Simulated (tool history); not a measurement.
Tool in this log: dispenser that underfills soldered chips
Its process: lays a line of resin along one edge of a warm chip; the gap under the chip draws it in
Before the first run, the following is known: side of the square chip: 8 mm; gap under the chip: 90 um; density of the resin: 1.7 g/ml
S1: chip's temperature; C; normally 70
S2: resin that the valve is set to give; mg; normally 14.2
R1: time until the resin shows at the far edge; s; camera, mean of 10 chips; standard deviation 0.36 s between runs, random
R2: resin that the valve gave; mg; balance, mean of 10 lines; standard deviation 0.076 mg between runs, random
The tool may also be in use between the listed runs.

run	day	S1	S2	R1	R2
1	0	70	14.2	27	12.78
# day 0.204: new syringe of resin
2	0.288	70	14.2	21.1	12.98
3	0.583	70	14.2	28.4	12.69
# day 0.733: new syringe of resin
4	0.858	70	14.2	22.6	12.88
5	1.038	70	16.7	25.2	15.06
# day 1.25: new syringe of resin
# day 1.35: dispensing valve cleaned and set on the balance
6	1.362	70	16.7	20.8	16.59
7	1.508	70	16.7	24	16.58
# day 1.821: new syringe of resin
8	1.829	70	14.2	19.7	14.17
9	2.142	65	14.2	31.5	14.11
# day 2.346: new syringe of resin
10	2.458	70	14.2	22.5	13.94
11	2.717	70	14.2	27.6	14.03
# day 2.867: new syringe of resin
12	3.058	82	14.2	15.8	13.85
13	3.225	82	14.2	18.8	13.97
# day 3.396: new syringe of resin
14	3.562	70	14.2	22.9	13.92
15	3.846	70	14.2	30.6	13.73
# day 3.921: new syringe of resin
16	4.092	70	14.2	24	13.69
17	4.392	70	14.2	31.5	13.7
# day 4.45: new syringe of resin
18	4.717	70	14.2	25.4	13.68
# day 4.958: new syringe of resin
19	5.054	70	14.2	21.4	13.44
20	5.296	70	14.2	27.7	13.47
21	5.458	78	15.9	23.7	15.11
# day 5.488: new syringe of resin
22	5.754	78	12.7	19.9	11.99
# day 6.004: new syringe of resin
23	6.042	84	14.8	12.7	14.06
24	6.175	84	14.8	14.6	13.92
25	6.442	66	12.8	35.9	11.99
# day 6.521: new syringe of resin
26	6.696	66	12.8	28.2	11.94

What will run 27 give?
27	6.846	71	16.5	?	?

R1: 25.8 s
R2: 15.41 mg
Were there no unlogged condition in the tool, this run, its random variation unchanged, would have produced R1 19.4 s, R2 16.5 mg.
